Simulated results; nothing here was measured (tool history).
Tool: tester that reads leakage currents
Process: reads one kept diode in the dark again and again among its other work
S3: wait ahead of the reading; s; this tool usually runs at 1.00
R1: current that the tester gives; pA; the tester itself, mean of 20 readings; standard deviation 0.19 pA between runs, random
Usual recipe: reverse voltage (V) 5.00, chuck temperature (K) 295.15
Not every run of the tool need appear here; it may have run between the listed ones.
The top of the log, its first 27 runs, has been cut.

run 28 hour=678.2 | reverse_voltage_(V)=3.78 chuck_temperature_(K)=322.15 S3=0.84 | R1=453.97
run 29 hour=701.5 | reverse_voltage_(V)=3.78 chuck_temperature_(K)=322.15 S3=0.84 | R1=452.92
run 30 hour=733.1 | reverse_voltage_(V)=3.78 chuck_temperature_(K)=322.15 S3=0.84 | R1=450.43
-- hour=748.7 probe card cleaned and baked, once more
run 31 hour=772.3 | reverse_voltage_(V)=3.78 chuck_temperature_(K)=322.15 S3=0.84 | R1=445.40
run 32 hour=805.3 | reverse_voltage_(V)=3.78 chuck_temperature_(K)=322.15 S3=0.84 | R1=440.84
run 33 hour=840.2 | reverse_voltage_(V)=3.68 chuck_temperature_(K)=295.15 S3=1.00 | R1=48.77
run 34 hour=859.2 | reverse_voltage_(V)=3.29 chuck_temperature_(K)=295.15 S3=2.15 | R1=46.21
run 35 hour=879.4 | reverse_voltage_(V)=1.09 chuck_temperature_(K)=302.15 S3=0.88 | R1=56.51
run 36 hour=901.4 | reverse_voltage_(V)=6.90 chuck_temperature_(K)=325.15 S3=1.20 | R1=671.54
run 37 hour=924.8 | reverse_voltage_(V)=6.90 chuck_temperature_(K)=310.15 S3=0.52 | R1=214.08
run 38 hour=952.5 | reverse_voltage_(V)=5.00 chuck_temperature_(K)=303.15 S3=0.35 | R1=107.85
run 39 hour=976.1 | reverse_voltage_(V)=5.00 chuck_temperature_(K)=303.15 S3=0.35 | R1=106.79

5 ways to go on from here, each from the tool as it stands after run 39. What would each give?
run A hour=1002.3 | reverse_voltage_(V)=5.44 chuck_temperature_(K)=303.15 S3=0.37 | R1=?
run B hour=1002.3 | reverse_voltage_(V)=4.97 chuck_temperature_(K)=312.15 S3=1.00 | R1=?
run C hour=1002.3 | reverse_voltage_(V)=5.00 chuck_temperature_(K)=295.15 S3=0.98 | R1=?
run D hour=1002.3 | reverse_voltage_(V)=5.00 chuck_temperature_(K)=304.15 S3=0.35 | R1=?
run E hour=1002.3 | reverse_voltage_(V)=5.00 chuck_temperature_(K)=303.15 S3=7.05 | R1=?

run=A R1=109.73
run=B R1=217.45
run=C R1=52.62
run=D R1=116.66
run=E R1=103.89
With the hidden condition removed and each run's random variation left untouched, the same runs would have given:
run=A R1=122.88
run=B R1=242.69
run=C R1=59.25
run=D R1=130.59
run=E R1=116.68
